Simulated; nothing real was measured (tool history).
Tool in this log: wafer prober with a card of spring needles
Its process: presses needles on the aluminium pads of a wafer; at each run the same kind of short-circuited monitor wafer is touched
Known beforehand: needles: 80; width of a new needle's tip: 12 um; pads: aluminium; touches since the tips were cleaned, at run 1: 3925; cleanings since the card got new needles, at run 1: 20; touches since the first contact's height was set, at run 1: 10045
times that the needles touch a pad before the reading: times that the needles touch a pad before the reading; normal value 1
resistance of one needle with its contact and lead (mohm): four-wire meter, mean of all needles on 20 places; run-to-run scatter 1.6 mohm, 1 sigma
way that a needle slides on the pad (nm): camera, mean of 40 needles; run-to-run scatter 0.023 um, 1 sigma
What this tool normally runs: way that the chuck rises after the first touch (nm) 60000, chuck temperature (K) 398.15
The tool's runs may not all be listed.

run   hour  way that the chuck rises after the first touch (nm)  chuck temperature (K)  times that the needles touch a pad before the reading  touches since the tips were cleaned  cleanings since the card got new needles  touches since the first contact's height was set  resistance of one needle with its contact and lead (mohm)  way that a needle slides on the pad (nm)
  1    0.0                                                60000                 398.15                                                      1                                 3925                                        20                                             10045                                                        228                                     13190
  2   15.8                                                59000                 398.15                                                      1                                 7259                                        20                                             13379                                                        240                                     12990
      21.1  -- tips cleaned on abrasive film
  3   43.3                                                59000                 398.15                                                      3                                 4704                                        21                                             19187                                                        185                                     12960
      60.1  -- tips cleaned on abrasive film
  4   60.4                                                59000                 398.15                                                      3                                   58                                        22                                             22782                                                        165                                     12960
  5   75.3                                                59000                 398.15                                                      3                                 3214                                        22                                             25938                                                        181                                     12960
  6   93.5                                                59000                 398.15                                                      3                                 7061                                        22                                             29785                                                        185                                     13020
      99.2  -- tips cleaned on abrasive film
  7  105.9                                                60000                 398.15                                                      2                                 1409                                        23                                             32380                                                        177                                     13170
  8  127.0                                                60000                 398.15                                                      3                                 5879                                        23                                             36850                                                        187                                     13220
     138.5  -- tips cleaned on abrasive film
  9  152.1                                                60000                 398.15                                                      1                                 2878                                        24                                             42135                                                        211                                     13170
 10  166.4                                                60000                 398.15                                                      1                                 5904                                        24                                             45161                                                        230                                     13180
     177.6  -- tips cleaned on abrasive film
 11  185.8                                                66000                 376.15                                                      2                                 1734                                        25                                             49229                                                        176                                     14490
 12  198.6                                                60000                 346.15                                                      2                                 4441                                        25                                             51936                                                        192                                     13180
     216.3  -- tips cleaned on abrasive film
 13  217.8                                                60000                 346.15                                                      2                                  302                                        26                                             55978                                                        160                                     13160
 14  233.6                                                60000                 346.15                                                      2                                 3652                                        26                                             59328                                                        190                                     13170
     256.0  -- tips cleaned on abrasive film
 15  257.9                                                51000                 346.15                                                      2                                  410                                        27                                             64452                                                        169                                     11160
 16  277.2                                                68000                 311.15                                                      2                                 4482                                        27                                             68524                                                        181                                     14900
 17  293.5                                                60000                 370.15                                                      2                                 7928                                        27                                             71970                                                        208                                     13130
     295.9  -- tips cleaned on abrasive film
 18  319.9                                                60000                 370.15                                                      2                                 5073                                        28                                             77536                                                        197                                     13120

Some steps in resistance of one needle with its contact and lead (mohm), run to run, broken into two amounts with sign: the step expected even without the hidden condition (settings, incoming material, random variation), and the rest, left for the hidden condition together with whatever gauge scatter is not in both the measured and the hidden-condition-free result:
Unlogged tool condition in this case: debris on the tips, nm; way that the needles fall short of the set height, um; tips' diameter, um; drift of the gauge itself on contact_mohm, %; drift of the gauge itself on scrub_um, %.
Run 2 -> 3: times that the needles touch a pad before the reading 1 -> 3, tips cleaned on abrasive film. resistance of one needle with its contact and lead (mohm) -55: hidden state -57, all else +2.
